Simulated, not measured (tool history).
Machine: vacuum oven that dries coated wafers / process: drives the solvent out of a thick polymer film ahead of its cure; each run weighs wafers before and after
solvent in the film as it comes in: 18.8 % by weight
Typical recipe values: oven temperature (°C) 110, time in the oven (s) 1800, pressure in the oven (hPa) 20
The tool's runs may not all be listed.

run 1 day=0 | oven_temperature_(°C)=110 time_in_the_oven_(s)=1800 pressure_in_the_oven_(hPa)=20 | solvent_left_in_the_film_(%)=4.48
run 2 day=1.621 | oven_temperature_(°C)=110 time_in_the_oven_(s)=1800 pressure_in_the_oven_(hPa)=20 | solvent_left_in_the_film_(%)=4.4
run 3 day=3.138 | oven_temperature_(°C)=110 time_in_the_oven_(s)=1800 pressure_in_the_oven_(hPa)=20 | solvent_left_in_the_film_(%)=4.42
run 4 day=4.458 | oven_temperature_(°C)=110 time_in_the_oven_(s)=1800 pressure_in_the_oven_(hPa)=20 | solvent_left_in_the_film_(%)=4.39
run 5 day=5.729 | oven_temperature_(°C)=110 time_in_the_oven_(s)=1800 pressure_in_the_oven_(hPa)=20 | solvent_left_in_the_film_(%)=4.31
-- day=5.9 vacuum gauge cleaned of residue and calibrated
run 6 day=7.321 | oven_temperature_(°C)=110 time_in_the_oven_(s)=1800 pressure_in_the_oven_(hPa)=20 | solvent_left_in_the_film_(%)=4.43
run 7 day=9.004 | oven_temperature_(°C)=120 time_in_the_oven_(s)=2040 pressure_in_the_oven_(hPa)=10 | solvent_left_in_the_film_(%)=1.42
-- day=9.546 oven's thermocouples calibrated
run 8 day=10.538 | oven_temperature_(°C)=120 time_in_the_oven_(s)=2040 pressure_in_the_oven_(hPa)=10 | solvent_left_in_the_film_(%)=1.79
run 9 day=11.275 | oven_temperature_(°C)=113 time_in_the_oven_(s)=1020 pressure_in_the_oven_(hPa)=15.3 | solvent_left_in_the_film_(%)=6.86

Estimate the outcome of run 10 from the log above:
run 10 day=12.075 | oven_temperature_(°C)=113 time_in_the_oven_(s)=1020 pressure_in_the_oven_(hPa)=15.3 | solvent_left_in_the_film_(%)=?

{"run 10": {"solvent left in the film (%)": 6.88}}
Take away the tool's hidden state, keep the run-to-run variation as it was, and the same run would have given solvent left in the film (%) 6.66.
